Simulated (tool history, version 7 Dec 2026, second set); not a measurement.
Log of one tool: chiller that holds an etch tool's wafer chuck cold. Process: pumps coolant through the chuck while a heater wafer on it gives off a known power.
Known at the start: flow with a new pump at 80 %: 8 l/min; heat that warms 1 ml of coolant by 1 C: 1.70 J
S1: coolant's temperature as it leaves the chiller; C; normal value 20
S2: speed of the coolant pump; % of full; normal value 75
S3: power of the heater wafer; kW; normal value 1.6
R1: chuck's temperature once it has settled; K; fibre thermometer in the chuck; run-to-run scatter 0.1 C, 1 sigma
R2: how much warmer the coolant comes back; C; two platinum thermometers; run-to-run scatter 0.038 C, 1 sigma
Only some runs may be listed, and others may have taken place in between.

| run | day | S1 | S2 | S3 | R1 | R2 |
|---|---|---|---|---|---|---|
| 1 | 0 | 20 | 75 | 1.6 | 315.85 | 8.36 |
| 2 | 6.817 | 20 | 75 | 1.6 | 315.95 | 8.34 |
| 3 | 11.675 | 20 | 75 | 2.135 | 323.65 | 11.2 |
| 4 | 16.346 | 20 | 75 | 2.135 | 323.75 | 11.28 |
| 5 | 21 | 20 | 75 | 1.6 | 315.95 | 8.35 |
| 6 | 25.533 | 20 | 75 | 1.6 | 316.15 | 8.39 |
| 7 | 32.242 | 12 | 75 | 1.6 | 308.25 | 8.37 |
| 8 | 41.592 | 20 | 75 | 1.6 | 316.35 | 8.51 |
| 9 | 48.329 | 25 | 75 | 1.6 | 321.45 | 8.5 |
| 10 | 57.212 | 20 | 75 | 1.6 | 316.55 | 8.54 |
| 11 | 61.65 | 20 | 75 | 1.6 | 316.65 | 8.57 |
| 12 | 69.375 | 20 | 75 | 1.6 | 316.65 | 8.56 |
| 13 | 74.458 | 20 | 75 | 1.6 | 316.65 | 8.53 |
| 14 | 80.567 | 20 | 75 | 1.6 | 317.15 | 8.78 |
| 15 | 87.621 | 20 | 75 | 1.6 | 317.25 | 8.89 |
| 16 | 91.946 | 20 | 75 | 1.6 | 317.25 | 8.9 |
| 17 | 97.329 | 20 | 100 | 1.6 | 313.65 | 6.76 |
| 18 | 105.275 | 25 | 67 | 0.981 | 312.45 | 5.12 |
| 19 | 110.375 | 25 | 67 | 0.981 | 312.35 | 5.11 |
| 20 | 118.025 | 25 | 67 | 0.981 | 312.45 | 5.1 |
| 21 | 125.946 | 20 | 77 | 1.6 | 314.95 | 7.35 |
| 22 | 134.071 | 23 | 77 | 0.895 | 308.15 | 4.12 |
| 23 | 138.125 | 23 | 77 | 0.895 | 308.25 | 4.08 |
| 24 | 145.162 | 20 | 86 | 0.922 | 304.95 | 3.82 |
| 25 | 149.775 | 17 | 61 | 0.998 | 305.65 | 5.83 |
| 26 | 159.338 | 20 | 68 | 1.088 | 309.15 | 5.74 |
| 27 | 166.042 | 20 | 68 | 1.088 | 309.05 | 5.66 |
| 28 | 170.996 | 16 | 98 | 0.925 | 300.15 | 3.33 |
| 29 | 179.071 | 14 | 76 | 0.966 | 300.45 | 4.54 |
| 30 | 187.554 | 23 | 75 | 0.836 | 307.85 | 3.98 |
| 31 | 192.762 | 29 | 91 | 2.182 | 329.85 | 8.73 |
| 32 | 199.317 | 21 | 75 | 1.446 | 314.75 | 6.93 |

Between the runs listed above, the log contained 3 entries, not reproduced here. Where in the sequence does each belong, and how does what the log doesn't record of the tool's condition differ from the listed run before to the listed run after?
In the gap between runs 7 and 8: chiller's thermometer calibrated (day 36.233)
  heat passed by the chuck's channels, % of clean ones': 97.2 -> 96.9; flow at a given pump speed, % of a new pump's: 89 -> 88.7; coolant's true temperature over the reading, C: -0.28 -> -0.04
  what was measured, less what the result would be without the hidden state, R1: +1.8 -> +2.1 K; R2: +0.93 -> +0.96 C
In the gap between runs 13 and 14: coolant pump overhauled (day 75.067)
  heat passed by the chuck's channels, % of clean ones': 96 -> 95.8; flow at a given pump speed, % of a new pump's: 87.7 -> 85.1; coolant's true temperature over the reading, C: -0.08 -> -0.09
  what was measured, less what the result would be without the hidden state, R1: +2.4 -> +2.8 K; R2: +1.05 -> +1.31 C
In the gap between runs 17 and 18: coolant pump overhauled, once more (day 103.492)
  heat passed by the chuck's channels, % of clean ones': 95.4 -> 95.1; flow at a given pump speed, % of a new pump's: 84.5 -> 100.5; coolant's true temperature over the reading, C: -0.11 -> -0.12
  what was measured, less what the result would be without the hidden state, R1: +2.6 -> +0.4 K; R2: +1.05 -> -0.03 C
